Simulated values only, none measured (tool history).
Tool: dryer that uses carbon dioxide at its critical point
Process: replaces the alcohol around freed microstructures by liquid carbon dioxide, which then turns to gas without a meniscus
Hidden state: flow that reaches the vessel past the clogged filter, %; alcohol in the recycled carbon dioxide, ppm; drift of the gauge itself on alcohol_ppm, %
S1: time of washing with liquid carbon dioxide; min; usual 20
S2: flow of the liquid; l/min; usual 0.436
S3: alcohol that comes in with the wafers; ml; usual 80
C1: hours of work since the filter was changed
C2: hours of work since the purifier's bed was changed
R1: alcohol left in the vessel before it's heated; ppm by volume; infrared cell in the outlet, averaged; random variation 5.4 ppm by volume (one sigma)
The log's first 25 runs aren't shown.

run 26 hour=1142.9 | S1=20 S2=0.436 S3=21 | C1=230 C2=49 | R1=71
run 27 hour=1198.9 | S1=20 S2=0.436 S3=114 | C1=256 C2=74 | R1=331
run 28 hour=1226.2 | S1=24 S2=0.291 S3=64 | C1=268 C2=87 | R1=595
run 29 hour=1259.1 | S1=24 S2=0.291 S3=64 | C1=283 C2=102 | R1=615
run 30 hour=1311.8 | S1=13 S2=0.417 S3=34 | C1=307 C2=126 | R1=941
run 31 hour=1366.6 | S1=13 S2=0.436 S3=80 | C1=332 C2=151 | R1=1903
run 32 hour=1399.3 | S1=13 S2=0.436 S3=80 | C1=347 C2=165 | R1=1926
run 33 hour=1423.9 | S1=13 S2=0.436 S3=80 | C1=358 C2=177 | R1=1930
run 34 hour=1452.1 | S1=18 S2=0.563 S3=21 | C1=371 C2=189 | R1=86
run 35 hour=1498.3 | S1=28 S2=0.502 S3=80 | C1=392 C2=210 | R1=63
run 36 hour=1528.7 | S1=15 S2=0.530 S3=80 | C1=406 C2=224 | R1=509
-- hour=1550.4 inlet filter changed
run 37 hour=1556.1 | S1=16 S2=0.678 S3=38 | C1=3 C2=236 | R1=83
run 38 hour=1601.1 | S1=13 S2=0.434 S3=65 | C1=23 C2=257 | R1=1065
run 39 hour=1640.5 | S1=20 S2=0.436 S3=40 | C1=41 C2=275 | R1=159
run 40 hour=1689.0 | S1=23 S2=0.436 S3=32 | C1=63 C2=297 | R1=119
run 41 hour=1731.1 | S1=30 S2=0.523 S3=63 | C1=82 C2=316 | R1=88
run 42 hour=1780.2 | S1=20 S2=0.284 S3=97 | C1=105 C2=338 | R1=1780

3 ways to go on from here, each from the tool as it stands after run 42. What would each give?
run A hour=1830.8 | S1=24 S2=0.683 S3=80 | C1=128 C2=361 | R1=?
run B hour=1830.8 | S1=12 S2=0.697 S3=38 | C1=128 C2=361 | R1=?
run C hour=1830.8 | S1=20 S2=0.333 S3=62 | C1=128 C2=361 | R1=?

run=A R1=101
run=B R1=203
run=C R1=642
Without the tool's hidden state the same runs would have given:
run=A R1=3
run=B R1=82
run=C R1=443

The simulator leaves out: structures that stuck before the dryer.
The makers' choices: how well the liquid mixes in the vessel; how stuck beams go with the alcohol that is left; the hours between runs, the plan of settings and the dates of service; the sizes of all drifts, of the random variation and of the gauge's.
